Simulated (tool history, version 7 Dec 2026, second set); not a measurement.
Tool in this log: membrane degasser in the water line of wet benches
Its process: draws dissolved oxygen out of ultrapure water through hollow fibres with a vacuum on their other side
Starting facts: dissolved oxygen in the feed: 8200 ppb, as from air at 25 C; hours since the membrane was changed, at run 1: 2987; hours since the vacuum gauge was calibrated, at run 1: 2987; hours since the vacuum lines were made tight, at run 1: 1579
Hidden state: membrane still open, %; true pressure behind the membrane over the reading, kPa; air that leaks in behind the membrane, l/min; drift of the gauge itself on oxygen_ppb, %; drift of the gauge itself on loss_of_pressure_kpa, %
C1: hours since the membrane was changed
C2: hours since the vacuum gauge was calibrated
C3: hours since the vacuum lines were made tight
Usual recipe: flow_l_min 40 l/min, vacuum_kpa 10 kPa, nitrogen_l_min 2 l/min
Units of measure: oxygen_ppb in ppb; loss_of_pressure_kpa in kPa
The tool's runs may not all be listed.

Run 1, hour 0: usual settings; C1 2987; C2 2987; C3 1579. Result: oxygen_ppb 375.4 ppb, loss_of_pressure_kpa 49.47 kPa.
Run 2, hour 104: usual settings; C1 3091; C2 3091; C3 1683. Result: oxygen_ppb 379 ppb, loss_of_pressure_kpa 49.34 kPa.
Run 3, hour 213.9: usual settings; C1 3201; C2 3201; C3 1793. Result: oxygen_ppb 372 ppb, loss_of_pressure_kpa 49.3 kPa.
Run 4, hour 299.5: usual settings; C1 3287; C2 3287; C3 1878. Result: oxygen_ppb 375.7 ppb, loss_of_pressure_kpa 49.74 kPa.
Run 5, hour 393.9: usual settings; C1 3381; C2 3381; C3 1973. Result: oxygen_ppb 376 ppb, loss_of_pressure_kpa 49.59 kPa.
At hour 511.2: vacuum gauge calibrated.
Run 6, hour 520.6: usual settings; C1 3507; C2 9; C3 2099. Result: oxygen_ppb 382.2 ppb, loss_of_pressure_kpa 49.41 kPa.
Run 7, hour 637: usual settings; C1 3624; C2 126; C3 2215. Result: oxygen_ppb 377.4 ppb, loss_of_pressure_kpa 49.71 kPa.
Run 8, hour 744.2: usual settings but flow_l_min 34 l/min; C1 3731; C2 233; C3 2323. Result: oxygen_ppb 327 ppb, loss_of_pressure_kpa 42.25 kPa.
Run 9, hour 876.7: usual settings but flow_l_min 34 l/min; C1 3863; C2 366; C3 2455. Result: oxygen_ppb 324.7 ppb, loss_of_pressure_kpa 41.98 kPa.
Run 10, hour 1008.4: usual settings but vacuum_kpa 6.1 kPa; C1 3995; C2 497; C3 2587. Result: oxygen_ppb 218.5 ppb, loss_of_pressure_kpa 49.76 kPa.
Run 11, hour 1082.2: usual settings but vacuum_kpa 6.1 kPa; C1 4069; C2 571; C3 2661. Result: oxygen_ppb 218.7 ppb, loss_of_pressure_kpa 49.39 kPa.
Run 12, hour 1173.4: usual settings but vacuum_kpa 6.1 kPa; C1 4160; C2 662; C3 2752. Result: oxygen_ppb 218.7 ppb, loss_of_pressure_kpa 49.64 kPa.
Run 13, hour 1270.8: usual settings but vacuum_kpa 6.1 kPa, nitrogen_l_min 4 l/min; C1 4258; C2 760; C3 2849. Result: oxygen_ppb 158 ppb, loss_of_pressure_kpa 49.27 kPa.
Run 14, hour 1361.7: usual settings but vacuum_kpa 6.1 kPa, nitrogen_l_min 4 l/min; C1 4348; C2 850; C3 2940. Result: oxygen_ppb 156.3 ppb, loss_of_pressure_kpa 49.44 kPa.
At hour 1427.4: vacuum gauge calibrated, once more.
Run 15, hour 1427.4: usual settings but vacuum_kpa 6.1 kPa, nitrogen_l_min 4 l/min; C1 4414; C2 0; C3 3005. Result: oxygen_ppb 153.1 ppb, loss_of_pressure_kpa 49.78 kPa.
Run 16, hour 1564.7: usual settings but vacuum_kpa 6.1 kPa, nitrogen_l_min 4 l/min; C1 4551; C2 137; C3 3143. Result: oxygen_ppb 154.5 ppb, loss_of_pressure_kpa 49.54 kPa.
Run 17, hour 1712.8: usual settings but flow_l_min 34 l/min, vacuum_kpa 6.1 kPa, nitrogen_l_min 4 l/min; C1 4699; C2 285; C3 3291. Result: oxygen_ppb 127.7 ppb, loss_of_pressure_kpa 42.29 kPa.
Run 18, hour 1812.5: usual settings but flow_l_min 34 l/min, vacuum_kpa 6.1 kPa, nitrogen_l_min 4.97 l/min; C1 4799; C2 385; C3 3390. Result: oxygen_ppb 114.4 ppb, loss_of_pressure_kpa 42.46 kPa.
Run 19, hour 1903.7: usual settings but nitrogen_l_min 2.63 l/min; C1 4890; C2 476; C3 3482. Result: oxygen_ppb 314 ppb, loss_of_pressure_kpa 49.93 kPa.
Run 20, hour 1987.4: usual settings but flow_l_min 60 l/min, vacuum_kpa 14.9 kPa, nitrogen_l_min 0.99 l/min; C1 4974; C2 560; C3 3565. Result: oxygen_ppb 1292.6 ppb, loss_of_pressure_kpa 74.56 kPa.
Run 21, hour 2080.1: usual settings but flow_l_min 25 l/min, vacuum_kpa 7.3 kPa, nitrogen_l_min 1.64 l/min; C1 5066; C2 653; C3 3658. Result: oxygen_ppb 182 ppb, loss_of_pressure_kpa 31.09 kPa.
Run 22, hour 2160.6: usual settings but flow_l_min 35 l/min, vacuum_kpa 8.7 kPa, nitrogen_l_min 3.42 l/min; C1 5147; C2 733; C3 3739. Result: oxygen_ppb 203.1 ppb, loss_of_pressure_kpa 43.87 kPa.

For run 23, what comes out?
Run 23, hour 2280.8: usual settings but flow_l_min 38 l/min, nitrogen_l_min 0.89 l/min; C1 5267; C2 853; C3 3859. Result: oxygen_ppb ?, loss_of_pressure_kpa ?.

Run 23 yielded oxygen_ppb 620.5 ppb, loss_of_pressure_kpa 47.69 kPa.
If the tool had no hidden condition, the same run with the same run-to-run variation would have returned oxygen_ppb 613.7 ppb, loss_of_pressure_kpa 46.76 kPa.
